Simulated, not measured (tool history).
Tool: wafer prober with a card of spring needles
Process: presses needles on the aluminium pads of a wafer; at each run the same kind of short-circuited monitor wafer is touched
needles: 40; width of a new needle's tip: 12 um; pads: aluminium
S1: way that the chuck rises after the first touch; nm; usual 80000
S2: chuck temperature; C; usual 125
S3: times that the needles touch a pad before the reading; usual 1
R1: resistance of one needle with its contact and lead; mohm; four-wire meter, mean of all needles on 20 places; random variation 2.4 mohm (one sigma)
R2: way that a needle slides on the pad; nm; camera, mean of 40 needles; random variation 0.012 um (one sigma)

| run | hour | S1 | S2 | S3 | R1 | R2 |
|---|---|---|---|---|---|---|
| 1 | 0.0 | 80000 | 125 | 1 | 313 | 12330 |
| 2 | 36.7 | 80000 | 125 | 1 | 302 | 12310 |
| 3 | 65.3 | 80000 | 125 | 1 | 303 | 12300 |
| 4 | 96.3 | 74000 | 125 | 1 | 319 | 11350 |
| 5 | 123.1 | 74000 | 125 | 1 | 323 | 11340 |
| 6 | 145.8 | 97000 | 125 | 1 | 292 | 14840 |
| 7 | 188.8 | 70000 | 125 | 1 | 311 | 10640 |
| 8 | 223.7 | 80000 | 125 | 1 | 320 | 12150 |
| 9 | 264.7 | 80000 | 125 | 1 | 312 | 12360 |
| 10 | 285.2 | 80000 | 125 | 1 | 299 | 12310 |
| 11 | 321.9 | 80000 | 45 | 1 | 265 | 12290 |
| 12 | 356.0 | 80000 | 45 | 1 | 287 | 12270 |
| 13 | 384.0 | 80000 | 45 | 1 | 301 | 12220 |
| 14 | 404.4 | 80000 | 125 | 2 | 299 | 12220 |
| 15 | 434.2 | 80000 | 125 | 2 | 268 | 12200 |
| 16 | 458.5 | 80000 | 54 | 2 | 284 | 12180 |
| 17 | 478.3 | 80000 | 81 | 1 | 263 | 12150 |
| 18 | 521.4 | 80000 | 81 | 1 | 273 | 12340 |
| 19 | 563.8 | 80000 | 30 | 1 | 262 | 12300 |
| 20 | 597.2 | 80000 | 30 | 1 | 292 | 12260 |
| 21 | 632.5 | 80000 | 30 | 1 | 251 | 12240 |
| 22 | 654.7 | 80000 | 30 | 1 | 305 | 12220 |
| 23 | 673.2 | 61000 | 30 | 1 | 284 | 9260 |
| 24 | 695.4 | 79000 | 25 | 1 | 304 | 12030 |
| 25 | 735.1 | 79000 | 25 | 1 | 292 | 11990 |
| 26 | 770.8 | 80000 | 50 | 2 | 266 | 12300 |
| 27 | 801.1 | 80000 | 111 | 1 | 306 | 12300 |
| 28 | 836.3 | 80000 | 111 | 1 | 271 | 12250 |
| 29 | 856.2 | 71000 | 111 | 1 | 319 | 10850 |
| 30 | 890.3 | 71000 | 27 | 2 | 259 | 10830 |

Taken out of this log: 68 entries between the listed runs. Where each belongs, and how the hidden state differs across it:
Between runs 1 and 2: tips cleaned on abrasive film (hour 2.5); tips cleaned on abrasive film (hour 16.1); tips cleaned on abrasive film (hour 30.2)
  debris on the tips, nm: 140.2 -> 105; way that the needles fall short of the set height, um: 0 -> 0.23; tips' diameter, um: 15.23 -> 15.31
  measured less the result without the state, R1: +47 -> +36 mohm; R2: +0 -> -40 nm
Between runs 2 and 3: tips cleaned on abrasive film (hour 44.7); tips cleaned on abrasive film (hour 58.3)
  debris on the tips, nm: 105 -> 106.9; way that the needles fall short of the set height, um: 0.23 -> 0.39; tips' diameter, um: 15.31 -> 15.37
  measured less the result without the state, R1: +36 -> +36 mohm; R2: -40 -> -60 nm
Between runs 3 and 4: tips cleaned on abrasive film (hour 71.5); tips cleaned on abrasive film (hour 85.4)
  debris on the tips, nm: 106.9 -> 136.7; way that the needles fall short of the set height, um: 0.39 -> 0.55; tips' diameter, um: 15.37 -> 15.42
  measured less the result without the state, R1: +36 -> +54 mohm; R2: -60 -> -90 nm
Between runs 4 and 5: tips cleaned on abrasive film (hour 99.5); tips cleaned on abrasive film (hour 112.8)
  debris on the tips, nm: 136.7 -> 133.7; way that the needles fall short of the set height, um: 0.55 -> 0.69; tips' diameter, um: 15.42 -> 15.47
  measured less the result without the state, R1: +54 -> +53 mohm; R2: -90 -> -110 nm
Between runs 5 and 6: tips cleaned on abrasive film (hour 125.6); tips cleaned on abrasive film (hour 140.7)
  debris on the tips, nm: 133.7 -> 86.7; way that the needles fall short of the set height, um: 0.69 -> 0.87; tips' diameter, um: 15.47 -> 15.54
  measured less the result without the state, R1: +53 -> +22 mohm; R2: -110 -> -140 nm
Between runs 6 and 7: tips cleaned on abrasive film (hour 154.9); tips cleaned on abrasive film (hour 169.0); tips cleaned on abrasive film (hour 182.8)
  debris on the tips, nm: 86.7 -> 98.8; way that the needles fall short of the set height, um: 0.87 -> 1.17; tips' diameter, um: 15.54 -> 15.64
  measured less the result without the state, R1: +22 -> +44 mohm; R2: -140 -> -180 nm
Between runs 7 and 8: tips cleaned on abrasive film (hour 197.2); tips cleaned on abrasive film (hour 211.9)
  debris on the tips, nm: 98.8 -> 143.4; way that the needles fall short of the set height, um: 1.17 -> 1.33; tips' diameter, um: 15.64 -> 15.7
  measured less the result without the state, R1: +44 -> +52 mohm; R2: -180 -> -200 nm
Between runs 8 and 9: tips cleaned on abrasive film (hour 226.9); tips cleaned on abrasive film (hour 240.7); height of the first contact set anew (hour 248.6); tips cleaned on abrasive film (hour 254.8)
  debris on the tips, nm: 143.4 -> 120.8; way that the needles fall short of the set height, um: 1.33 -> 0.09; tips' diameter, um: 15.7 -> 15.78
  measured less the result without the state, R1: +52 -> +43 mohm; R2: -200 -> -10 nm
Between runs 9 and 10: tips cleaned on abrasive film (hour 267.6); tips cleaned on abrasive film (hour 280.7)
  debris on the tips, nm: 120.8 -> 82.4; way that the needles fall short of the set height, um: 0.09 -> 0.24; tips' diameter, um: 15.78 -> 15.84
  measured less the result without the state, R1: +43 -> +30 mohm; R2: -10 -> -40 nm
Between runs 10 and 11: tips cleaned on abrasive film (hour 293.2); tips cleaned on abrasive film (hour 306.6); tips cleaned on abrasive film (hour 319.8)
  debris on the tips, nm: 82.4 -> 46.4; way that the needles fall short of the set height, um: 0.24 -> 0.45; tips' diameter, um: 15.84 -> 15.91
  measured less the result without the state, R1: +30 -> +19 mohm; R2: -40 -> -70 nm
Between runs 11 and 12: tips cleaned on abrasive film (hour 334.7); tips cleaned on abrasive film (hour 349.6)
  debris on the tips, nm: 46.4 -> 102.9; way that the needles fall short of the set height, um: 0.45 -> 0.58; tips' diameter, um: 15.91 -> 15.96
  measured less the result without the state, R1: +19 -> +43 mohm; R2: -70 -> -90 nm
Between runs 12 and 13: tips cleaned on abrasive film (hour 363.9); tips cleaned on abrasive film (hour 377.6)
  debris on the tips, nm: 102.9 -> 113; way that the needles fall short of the set height, um: 0.58 -> 0.78; tips' diameter, um: 15.96 -> 16.03
  measured less the result without the state, R1: +43 -> +48 mohm; R2: -90 -> -120 nm
Between runs 13 and 14: tips cleaned on abrasive film (hour 392.9)
  debris on the tips, nm: 113 -> 134.9; way that the needles fall short of the set height, um: 0.78 -> 0.85; tips' diameter, um: 16.03 -> 16.05
  measured less the result without the state, R1: +48 -> +30 mohm; R2: -120 -> -130 nm
Between runs 14 and 15: tips cleaned on abrasive film (hour 407.0); tips cleaned on abrasive film (hour 421.5); tips cleaned on abrasive film (hour 434.2)
  debris on the tips, nm: 134.9 -> 7.1; way that the needles fall short of the set height, um: 0.85 -> 1.07; tips' diameter, um: 16.05 -> 16.13
  measured less the result without the state, R1: +30 -> +3 mohm; R2: -130 -> -170 nm
Between runs 15 and 16: tips cleaned on abrasive film (hour 448.6)
  debris on the tips, nm: 7.1 -> 132.7; way that the needles fall short of the set height, um: 1.07 -> 1.15; tips' diameter, um: 16.13 -> 16.16
  measured less the result without the state, R1: +3 -> +34 mohm; R2: -170 -> -180 nm
Between runs 16 and 17: tips cleaned on abrasive film (hour 463.7); tips cleaned on abrasive film (hour 478.3)
  debris on the tips, nm: 132.7 -> 15.8; way that the needles fall short of the set height, um: 1.15 -> 1.31; tips' diameter, um: 16.16 -> 16.21
  measured less the result without the state, R1: +34 -> +8 mohm; R2: -180 -> -200 nm
Between runs 17 and 18: tips cleaned on abrasive film (hour 491.2); height of the first contact set anew (hour 499.7); tips cleaned on abrasive film (hour 505.7); tips cleaned on abrasive film (hour 520.4)
  debris on the tips, nm: 15.8 -> 34.1; way that the needles fall short of the set height, um: 1.31 -> 0.12; tips' diameter, um: 16.21 -> 16.28
  measured less the result without the state, R1: +8 -> +15 mohm; R2: -200 -> -20 nm
Between runs 18 and 19: tips cleaned on abrasive film (hour 535.2); tips cleaned on abrasive film (hour 548.8); tips cleaned on abrasive film (hour 562.1)
  debris on the tips, nm: 34.1 -> 41.6; way that the needles fall short of the set height, um: 0.12 -> 0.42; tips' diameter, um: 16.28 -> 16.39
  measured less the result without the state, R1: +15 -> +19 mohm; R2: -20 -> -60 nm
Between runs 19 and 20: tips cleaned on abrasive film (hour 575.7); tips cleaned on abrasive film (hour 590.3)
  debris on the tips, nm: 41.6 -> 115; way that the needles fall short of the set height, um: 0.42 -> 0.59; tips' diameter, um: 16.39 -> 16.45
  measured less the result without the state, R1: +19 -> +50 mohm; R2: -60 -> -90 nm
Between runs 20 and 21: tips cleaned on abrasive film (hour 605.2); tips cleaned on abrasive film (hour 618.3); tips cleaned on abrasive film (hour 632.5)
  debris on the tips, nm: 115 -> 8; way that the needles fall short of the set height, um: 0.59 -> 0.8; tips' diameter, um: 16.45 -> 16.52
  measured less the result without the state, R1: +50 -> +5 mohm; R2: -90 -> -120 nm
Between runs 21 and 22: tips cleaned on abrasive film (hour 645.2)
  debris on the tips, nm: 8 -> 132.6; way that the needles fall short of the set height, um: 0.8 -> 0.88; tips' diameter, um: 16.52 -> 16.55
  measured less the result without the state, R1: +5 -> +60 mohm; R2: -120 -> -130 nm
Between runs 22 and 23: tips cleaned on abrasive film (hour 657.7); tips cleaned on abrasive film (hour 670.8)
  debris on the tips, nm: 132.6 -> 55.9; way that the needles fall short of the set height, um: 0.88 -> 1.05; tips' diameter, um: 16.55 -> 16.61
  measured less the result without the state, R1: +60 -> +40 mohm; R2: -130 -> -160 nm
Between runs 23 and 24: tips cleaned on abrasive film (hour 684.4)
  debris on the tips, nm: 55.9 -> 132.7; way that the needles fall short of the set height, um: 1.05 -> 1.13; tips' diameter, um: 16.61 -> 16.64
  measured less the result without the state, R1: +40 -> +62 mohm; R2: -160 -> -170 nm
Between runs 24 and 25: tips cleaned on abrasive film (hour 698.5); tips cleaned on abrasive film (hour 712.3); tips cleaned on abrasive film (hour 727.6)
  debris on the tips, nm: 132.7 -> 106.6; way that the needles fall short of the set height, um: 1.13 -> 1.35; tips' diameter, um: 16.64 -> 16.71
  measured less the result without the state, R1: +62 -> +50 mohm; R2: -170 -> -210 nm
Between runs 25 and 26: tips cleaned on abrasive film (hour 741.3); height of the first contact set anew (hour 750.2); tips cleaned on abrasive film (hour 754.9); tips cleaned on abrasive film (hour 768.1)
  debris on the tips, nm: 106.6 -> 53.4; way that the needles fall short of the set height, um: 1.35 -> 0.2; tips' diameter, um: 16.71 -> 16.81
  measured less the result without the state, R1: +50 -> +15 mohm; R2: -210 -> -30 nm
Between runs 26 and 27: tips cleaned on abrasive film (hour 782.1); tips cleaned on abrasive film (hour 796.1)
  debris on the tips, nm: 53.4 -> 93.6; way that the needles fall short of the set height, um: 0.2 -> 0.38; tips' diameter, um: 16.81 -> 16.87
  measured less the result without the state, R1: +15 -> +38 mohm; R2: -30 -> -60 nm
Between runs 27 and 28: tips cleaned on abrasive film (hour 808.6); tips cleaned on abrasive film (hour 821.7); tips cleaned on abrasive film (hour 836.3)
  debris on the tips, nm: 93.6 -> 9.6; way that the needles fall short of the set height, um: 0.38 -> 0.66; tips' diameter, um: 16.87 -> 16.97
  measured less the result without the state, R1: +38 -> +6 mohm; R2: -60 -> -100 nm
Between runs 28 and 29: tips cleaned on abrasive film (hour 849.8)
  debris on the tips, nm: 9.6 -> 101.3; way that the needles fall short of the set height, um: 0.66 -> 0.76; tips' diameter, um: 16.97 -> 17
  measured less the result without the state, R1: +6 -> +51 mohm; R2: -100 -> -110 nm
Between runs 29 and 30: tips cleaned on abrasive film (hour 862.2); tips cleaned on abrasive film (hour 876.5); tips cleaned on abrasive film (hour 889.7)
  debris on the tips, nm: 101.3 -> 29.4; way that the needles fall short of the set height, um: 0.76 -> 1; tips' diameter, um: 17 -> 17.09
  measured less the result without the state, R1: +51 -> +12 mohm; R2: -110 -> -160 nm

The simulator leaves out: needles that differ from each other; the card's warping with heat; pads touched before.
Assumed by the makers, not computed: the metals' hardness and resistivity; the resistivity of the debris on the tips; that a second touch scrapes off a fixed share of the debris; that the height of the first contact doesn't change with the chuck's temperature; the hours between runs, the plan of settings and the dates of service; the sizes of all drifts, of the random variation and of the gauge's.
